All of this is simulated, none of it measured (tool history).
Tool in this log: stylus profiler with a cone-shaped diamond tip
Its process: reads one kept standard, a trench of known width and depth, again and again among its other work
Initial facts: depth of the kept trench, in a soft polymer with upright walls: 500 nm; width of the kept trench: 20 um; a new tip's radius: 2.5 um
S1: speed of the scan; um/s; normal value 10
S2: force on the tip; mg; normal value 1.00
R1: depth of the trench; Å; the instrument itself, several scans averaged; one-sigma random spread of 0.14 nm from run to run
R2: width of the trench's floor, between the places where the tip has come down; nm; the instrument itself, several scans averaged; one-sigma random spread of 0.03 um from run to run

run    hour  S1    S2      R1     R2
  1     0.0  10  1.00  5076.0  15620
  2    58.9  29  1.00  5074.5  15450
  3   133.5  29  1.00  5073.2  15370
  4   186.1  29  1.00  5076.6  15410
  5   235.1  10  1.00  5074.7  15560
  6   327.5  10  0.68  5066.3  15490
  7   425.5  10  0.68  5070.1  15470
  8   501.2  10  0.68  5070.7  15440
  9   552.3  10  1.12  5083.1  15480
 10   627.5   5  1.12  5042.1  15450
 11   676.3  10  1.00  5036.1  15360
 12   743.1  10  0.69  5029.6  15360
 13   789.4  10  0.69  5032.2  15330
 14   856.3  10  1.31  5049.8  15280
 15   938.3  23  1.00  5040.0  15220
 16  1004.6  23  1.00  5041.8  15140
 17  1080.0  23  1.00  5043.6  15210
 18  1137.6  10  1.44  5056.5  15290
 19  1233.5  10  1.00  5047.3  15220
 20  1330.2  10  1.00  5046.6  15160
 21  1394.1   3  1.00  5046.5  15240
 22  1483.0  21  1.00  5047.8  15030
 23  1581.4  21  1.00  5048.5  15030
 24  1681.3   5  1.37  5061.3  15150
 25  1730.1  23  1.37  5059.4  15040
 26  1785.6   3  1.00  5051.5  15140
 27  1868.7   7  0.44  5033.6  15030
 28  1911.0   7  0.44  5038.1  15080
 29  1964.7   7  0.44  5037.4  15020
 30  2058.1  34  0.87  5050.5  14740
 31  2115.5  34  0.87  5050.5  14720
 32  2197.0  34  0.46  5042.7  14590
 33  2288.5  34  0.46  5037.0  14560
 34  2355.9   6  1.41  5068.9  14960
 35  2448.1   3  0.80  5053.1  14890
 36  2518.3   3  0.80  5052.4  14880
 37  2572.4   3  0.80  5055.8  14910
 38  2626.0   2  1.14  5065.0  14880
 39  2683.1   2  0.83  5058.2  14860
 40  2767.8  10  0.41  5042.4  14700
 41  2835.9   4  1.54  5076.6  14840
 42  2933.7   7  2.04  5089.0  14810
 43  3034.4   7  2.04  5088.3  14780
 44  3088.1  10  0.66  5054.5  14640
 45  3158.4  10  0.66  5055.8  14700

Put back what was entered between runs (1 entry, withheld): which listed runs does each sit between, and how does the hidden state differ from the listed run before to the listed run after?
From run 9 to run 10: height scale calibrated on a step standard (hour 615.1)
  radius of the tip, um: 5.21 -> 5.27; height scale over the true one, %: 0.809 -> -0.009
  difference, measured minus the result without the unlogged condition, R1: +40.8 -> -0.4 Å; R2: -1450 -> -1490 nm
